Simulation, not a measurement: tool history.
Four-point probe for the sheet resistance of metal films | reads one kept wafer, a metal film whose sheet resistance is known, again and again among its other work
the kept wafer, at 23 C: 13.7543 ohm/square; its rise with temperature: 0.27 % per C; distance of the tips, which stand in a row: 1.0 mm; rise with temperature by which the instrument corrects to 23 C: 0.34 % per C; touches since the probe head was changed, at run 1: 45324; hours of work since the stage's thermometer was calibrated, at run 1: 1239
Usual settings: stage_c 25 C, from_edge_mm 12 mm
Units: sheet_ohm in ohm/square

run	hour	stage_c	from_edge_mm	touches since the probe head was changed	hours of work since the stage's thermometer was calibrated	sheet_ohm
1	0.0	25	12	45324	1239	13.888105
2	33.1	25	12	46439	1259	13.892189
3	82.0	25	12	48084	1289	13.888366
4	124.0	25	12	49502	1314	13.891924
5	158.8	25	12	50674	1336	13.903912
6	181.8	25	3	51446	1349	14.624731
7	214.4	25	3	52546	1369	14.628110
8	245.8	19	7	53602	1388	14.065973
9	282.2	34	4	54828	1410	14.219677
10	327.0	19	43	56339	1438	13.929413
11	353.8	32	43	57242	1454	13.795816
12	393.8	35	34	58588	1478	13.776639
13	438.0	34	6	60077	1505	13.986019
14	466.9	34	6	61052	1522	13.991907

Forecast each of these 5 alternatives for the next run:
A	490.9	21	51	61858	1537	?
B	490.9	26	4	61858	1537	?
C	490.9	29	67	61858	1537	?
D	490.9	34	53	61858	1537	?
E	490.9	33	6	61858	1537	?

run	sheet_ohm
A	13.912756
B	14.310891
C	13.836458
D	13.784772
E	14.005446
Without the tool's hidden state the same runs would have given:
run	sheet_ohm
A	13.775329
B	14.169983
C	13.699949
D	13.648873
E	13.867500
